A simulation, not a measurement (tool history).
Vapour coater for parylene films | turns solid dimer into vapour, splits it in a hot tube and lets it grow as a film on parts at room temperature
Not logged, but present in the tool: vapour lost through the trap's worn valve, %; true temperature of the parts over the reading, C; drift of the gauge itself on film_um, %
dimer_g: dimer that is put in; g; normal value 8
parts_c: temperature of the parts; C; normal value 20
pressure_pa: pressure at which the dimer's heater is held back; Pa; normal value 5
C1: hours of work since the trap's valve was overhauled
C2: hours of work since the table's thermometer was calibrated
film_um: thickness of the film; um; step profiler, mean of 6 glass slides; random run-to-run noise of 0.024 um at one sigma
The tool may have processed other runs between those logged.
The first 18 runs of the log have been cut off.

run 19 day=10.425 | dimer_g=10 parts_c=20 pressure_pa=5 | C1=146 C2=599 | film_um=2.1
run 20 day=11.025 | dimer_g=10 parts_c=20 pressure_pa=5 | C1=155 C2=608 | film_um=2.08
run 21 day=11.8 | dimer_g=10 parts_c=20 pressure_pa=5 | C1=167 C2=620 | film_um=2.13
run 22 day=12.329 | dimer_g=10 parts_c=18 pressure_pa=5 | C1=175 C2=628 | film_um=2.32
run 23 day=13.125 | dimer_g=10 parts_c=18 pressure_pa=5 | C1=188 C2=640 | film_um=2.3
run 24 day=13.592 | dimer_g=10 parts_c=18 pressure_pa=5 | C1=195 C2=647 | film_um=2.28
run 25 day=14.325 | dimer_g=9 parts_c=20 pressure_pa=5 | C1=206 C2=658 | film_um=1.88
run 26 day=14.683 | dimer_g=4 parts_c=14 pressure_pa=7.68 | C1=211 C2=664 | film_um=1.04
run 27 day=15.138 | dimer_g=8 parts_c=15 pressure_pa=5.98 | C1=218 C2=671 | film_um=2.06
run 28 day=15.792 | dimer_g=8 parts_c=22 pressure_pa=5.98 | C1=228 C2=681 | film_um=1.5
run 29 day=16.162 | dimer_g=6 parts_c=23 pressure_pa=5.98 | C1=234 C2=686 | film_um=1.08
run 30 day=16.512 | dimer_g=6 parts_c=23 pressure_pa=5.98 | C1=239 C2=692 | film_um=1.07
run 31 day=17.333 | dimer_g=6 parts_c=23 pressure_pa=5.98 | C1=252 C2=704 | film_um=1.1

Expected results for the next run?
run 32 day=17.742 | dimer_g=5 parts_c=30 pressure_pa=9.34 | C1=258 C2=710 | film_um=?

Run 32 measured film_um 0.6 um.
The same run, on a tool lacking any hidden state, would have yielded film_um 0.6 um.
